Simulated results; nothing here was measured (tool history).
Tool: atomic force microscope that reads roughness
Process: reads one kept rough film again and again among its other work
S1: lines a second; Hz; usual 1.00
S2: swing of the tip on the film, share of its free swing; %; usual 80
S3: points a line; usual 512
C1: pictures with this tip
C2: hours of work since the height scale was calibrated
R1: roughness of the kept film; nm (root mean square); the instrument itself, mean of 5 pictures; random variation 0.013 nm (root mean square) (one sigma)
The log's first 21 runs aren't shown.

| run | day | S1 | S2 | S3 | C1 | C2 | R1 |
|---|---|---|---|---|---|---|---|
|  | 33.683 | new tip fitted |
| 22 | 34.888 | 1.00 | 80 | 438 | 46 | 661 | 2.561 |
|  | 35.062 | height scale calibrated on a step standard |
|  | 35.596 | new tip fitted |
| 23 | 37.333 | 1.00 | 64 | 438 | 67 | 30 | 2.577 |
|  | 37.454 | new tip fitted |
|  | 39.358 | new tip fitted |
| 24 | 39.417 | 1.00 | 64 | 438 | 3 | 57 | 3.078 |
|  | 41.192 | new tip fitted |
| 25 | 41.192 | 1.00 | 64 | 438 | 0 | 81 | 3.099 |
|  | 41.762 | height scale calibrated on a step standard, once more |
|  | 43.075 | new tip fitted |
| 26 | 43.629 | 1.00 | 64 | 438 | 21 | 25 | 2.883 |
|  | 44.958 | new tip fitted |
| 27 | 45.212 | 1.00 | 64 | 438 | 10 | 46 | 3.036 |
| 28 | 46.258 | 1.48 | 59 | 438 | 50 | 60 | 2.659 |
|  | 46.746 | new tip fitted |
| 29 | 47.454 | 2.00 | 78 | 345 | 27 | 75 | 2.564 |
|  | 48.658 | new tip fitted |
| 30 | 49.554 | 2.74 | 80 | 995 | 34 | 103 | 2.352 |
|  | 50.508 | new tip fitted |
| 31 | 50.983 | 2.74 | 80 | 995 | 18 | 122 | 2.431 |
| 32 | 52.267 | 2.74 | 80 | 995 | 67 | 139 | 2.124 |
|  | 52.442 | new tip fitted |
|  | 54.421 | new tip fitted |
| 33 | 54.600 | 0.66 | 59 | 995 | 7 | 170 | 3.153 |
|  | 56.271 | new tip fitted |
| 34 | 56.271 | 1.01 | 72 | 299 | 0 | 192 | 3.025 |

Forecast each of these 5 alternatives for the next run:
| A | 57.888 | 1.04 | 80 | 703 | 62 | 214 | ? |
| B | 57.888 | 1.00 | 80 | 466 | 62 | 214 | ? |
| C | 57.888 | 1.84 | 80 | 512 | 62 | 214 | ? |
| D | 57.888 | 3.34 | 82 | 656 | 62 | 214 | ? |
| E | 57.888 | 1.28 | 68 | 725 | 62 | 214 | ? |

| run | R1 |
|---|---|
| A | 2.415 |
| B | 2.398 |
| C | 2.258 |
| D | 1.974 |
| E | 2.484 |
Without the tool's hidden state the same runs would have given:
| run | R1 |
|---|---|
| A | 3.004 |
| B | 2.983 |
| C | 2.809 |
| D | 2.455 |
| E | 3.090 |

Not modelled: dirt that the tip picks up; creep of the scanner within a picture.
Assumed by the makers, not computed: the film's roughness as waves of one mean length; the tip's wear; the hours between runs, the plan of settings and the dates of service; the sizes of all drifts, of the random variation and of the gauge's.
